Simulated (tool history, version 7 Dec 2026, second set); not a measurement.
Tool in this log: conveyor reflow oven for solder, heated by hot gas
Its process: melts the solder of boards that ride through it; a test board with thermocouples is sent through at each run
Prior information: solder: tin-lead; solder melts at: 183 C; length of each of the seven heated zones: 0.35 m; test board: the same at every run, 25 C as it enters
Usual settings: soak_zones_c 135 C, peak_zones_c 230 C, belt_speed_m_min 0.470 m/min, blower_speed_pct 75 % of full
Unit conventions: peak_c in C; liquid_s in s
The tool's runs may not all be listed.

| run | hour | soak_zones_c | peak_zones_c | belt_speed_m_min | blower_speed_pct | peak_c | liquid_s |
|---|---|---|---|---|---|---|---|
| 1 | 0.0 | 135 | 230 | 0.470 | 75 | 216.7 | 67.2 |
| 2 | 16.0 | 135 | 230 | 0.470 | 75 | 216.0 | 66.9 |
|  | 30.7 | flux residue cleaned out of gas plates and filters |
| 3 | 31.2 | 135 | 230 | 0.470 | 75 | 217.2 | 68.5 |
| 4 | 47.8 | 135 | 230 | 0.470 | 69 | 215.8 | 66.6 |
|  | 53.9 | thermocouples of zones 6 and 7 changed |
| 5 | 66.8 | 135 | 230 | 0.470 | 69 | 217.6 | 68.3 |
| 6 | 84.5 | 135 | 230 | 0.470 | 69 | 217.7 | 68.3 |
| 7 | 99.7 | 135 | 230 | 0.470 | 69 | 217.7 | 68.3 |
| 8 | 121.0 | 135 | 230 | 0.470 | 69 | 217.7 | 68.3 |
| 9 | 145.6 | 135 | 228 | 0.470 | 69 | 215.2 | 66.4 |
| 10 | 168.1 | 135 | 228 | 0.470 | 69 | 215.4 | 66.6 |
| 11 | 184.5 | 135 | 228 | 0.470 | 69 | 215.2 | 66.1 |
| 12 | 197.8 | 135 | 230 | 0.470 | 50 | 211.5 | 60.3 |
| 13 | 215.4 | 135 | 230 | 0.470 | 56 | 213.3 | 62.9 |
| 14 | 234.5 | 121 | 230 | 0.470 | 75 | 216.5 | 62.7 |
|  | 244.4 | flux residue cleaned out of gas plates and filters |
| 15 | 258.1 | 121 | 220 | 0.414 | 77 | 212.0 | 68.6 |
| 16 | 270.8 | 135 | 235 | 0.414 | 77 | 227.2 | 86.7 |
| 17 | 292.7 | 135 | 235 | 0.414 | 77 | 226.1 | 86.6 |
| 18 | 312.7 | 135 | 236 | 0.545 | 75 | 220.1 | 60.1 |
|  | 334.8 | belt drive overhauled, speed set with a stopwatch |
| 19 | 336.2 | 135 | 230 | 0.508 | 54 | 209.6 | 52.8 |
| 20 | 360.9 | 135 | 230 | 0.431 | 54 | 214.9 | 70.1 |
| 21 | 380.8 | 135 | 244 | 0.470 | 75 | 230.4 | 76.8 |
| 22 | 398.4 | 135 | 230 | 0.534 | 57 | 208.6 | 48.8 |
| 23 | 413.7 | 134 | 233 | 0.533 | 77 | 216.7 | 58.3 |
| 24 | 424.1 | 135 | 230 | 0.470 | 58 | 213.0 | 62.0 |
| 25 | 441.7 | 135 | 230 | 0.470 | 58 | 213.0 | 62.1 |
|  | 459.5 | flux residue cleaned out of gas plates and filters |
| 26 | 469.6 | 135 | 230 | 0.470 | 58 | 213.7 | 63.2 |
| 27 | 481.4 | 135 | 230 | 0.470 | 58 | 213.6 | 62.8 |

Results per run with the tool's hidden condition removed, run-to-run variation unchanged:
The tool's hidden condition here consists of: heat that the gas passes to the board, % of a clean oven's; belt's true speed, % of the reading; true gas temperature in zones 6 and 7 over the reading, C; drift of the gauge itself on peak_c, C; drift of the gauge itself on liquid_s, %.
| run | peak_c | liquid_s |
|---|---|---|
| 1 | 219.7 | 69.0 |
| 2 | 219.1 | 68.8 |
| 3 | 219.3 | 69.2 |
| 4 | 217.9 | 67.5 |
| 5 | 217.6 | 67.4 |
| 6 | 217.8 | 67.5 |
| 7 | 217.9 | 67.6 |
| 8 | 218.1 | 67.7 |
| 9 | 215.7 | 66.0 |
| 10 | 216.0 | 66.3 |
| 11 | 215.9 | 65.9 |
| 12 | 212.0 | 60.1 |
| 13 | 214.0 | 62.8 |
| 14 | 217.6 | 63.0 |
| 15 | 212.3 | 67.8 |
| 16 | 227.6 | 85.6 |
| 17 | 226.6 | 85.6 |
| 18 | 220.7 | 59.6 |
| 19 | 210.6 | 53.9 |
| 20 | 216.0 | 71.2 |
| 21 | 231.8 | 77.6 |
| 22 | 210.0 | 50.4 |
| 23 | 218.4 | 59.7 |
| 24 | 214.5 | 63.6 |
| 25 | 214.6 | 63.8 |
| 26 | 214.5 | 63.9 |
| 27 | 214.5 | 63.5 |
